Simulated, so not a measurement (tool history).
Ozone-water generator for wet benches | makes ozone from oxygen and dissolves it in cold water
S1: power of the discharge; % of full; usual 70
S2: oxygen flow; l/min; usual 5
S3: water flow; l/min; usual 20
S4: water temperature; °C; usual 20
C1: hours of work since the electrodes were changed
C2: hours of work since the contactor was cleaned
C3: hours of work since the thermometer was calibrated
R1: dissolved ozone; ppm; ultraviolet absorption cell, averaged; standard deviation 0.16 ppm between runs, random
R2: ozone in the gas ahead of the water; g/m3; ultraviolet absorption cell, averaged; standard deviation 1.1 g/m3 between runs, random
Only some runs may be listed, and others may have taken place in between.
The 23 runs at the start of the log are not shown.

run 24 hour=1597.3 | S1=44 S2=5 S3=17 S4=20 | C1=3792 C2=2561 C3=4068 | R1=14.3 R2=121.1
run 25 hour=1657.4 | S1=58 S2=5 S3=17 S4=20 | C1=3833 C2=2601 C3=4108 | R1=18.1 R2=152.2
run 26 hour=1729.3 | S1=70 S2=5 S3=27 S4=20 | C1=3882 C2=2650 C3=4157 | R1=14.2 R2=175.5
run 27 hour=1790.7 | S1=77 S2=4.36 S3=20 S4=20 | C1=3923 C2=2691 C3=4198 | R1=20.2 R2=205.9
run 28 hour=1841.4 | S1=57 S2=4.04 S3=31 S4=18 | C1=3957 C2=2726 C3=4232 | R1=10.5 R2=167.6
run 29 hour=1903.3 | S1=57 S2=4.04 S3=31 S4=18 | C1=3999 C2=2767 C3=4274 | R1=10.4 R2=168.7
run 30 hour=1973.4 | S1=57 S2=2.69 S3=31 S4=14 | C1=4046 C2=2815 C3=4322 | R1=10 R2=212.8
run 31 hour=2034.3 | S1=46 S2=5 S3=32 S4=20 | C1=4087 C2=2856 C3=4363 | R1=8.6 R2=123.7
run 32 hour=2102 | S1=46 S2=5 S3=32 S4=20 | C1=4133 C2=2901 C3=4408 | R1=8.6 R2=124

What if the next run were any one of these 5? Each begins from the tool's condition after run 32:
run A hour=2183.1 | S1=46 S2=2.57 S3=12 S4=23 | C1=4188 C2=2956 C3=4463 | R1=? R2=?
run B hour=2183.1 | S1=40 S2=5 S3=32 S4=20 | C1=4188 C2=2956 C3=4463 | R1=? R2=?
run C hour=2183.1 | S1=66 S2=2.78 S3=20 S4=19 | C1=4188 C2=2956 C3=4463 | R1=? R2=?
run D hour=2183.1 | S1=81 S2=5 S3=20 S4=20 | C1=4188 C2=2956 C3=4463 | R1=? R2=?
run E hour=2183.1 | S1=45 S2=5 S3=20 S4=16 | C1=4188 C2=2956 C3=4463 | R1=? R2=?

run=A R1=19.3 R2=184.4
run=B R1=7.4 R2=111.9
run=C R1=17.6 R2=235.1
run=D R1=20.9 R2=198.5
run=E R1=13.8 R2=122.8
Take away the tool's hidden state, keep each run's random variation, and the runs would have read:
run=A R1=20.4 R2=191.7
run=B R1=7.9 R2=115.5
run=C R1=19 R2=248.6
run=D R1=22.8 R2=212.1
run=E R1=14.6 R2=127.4
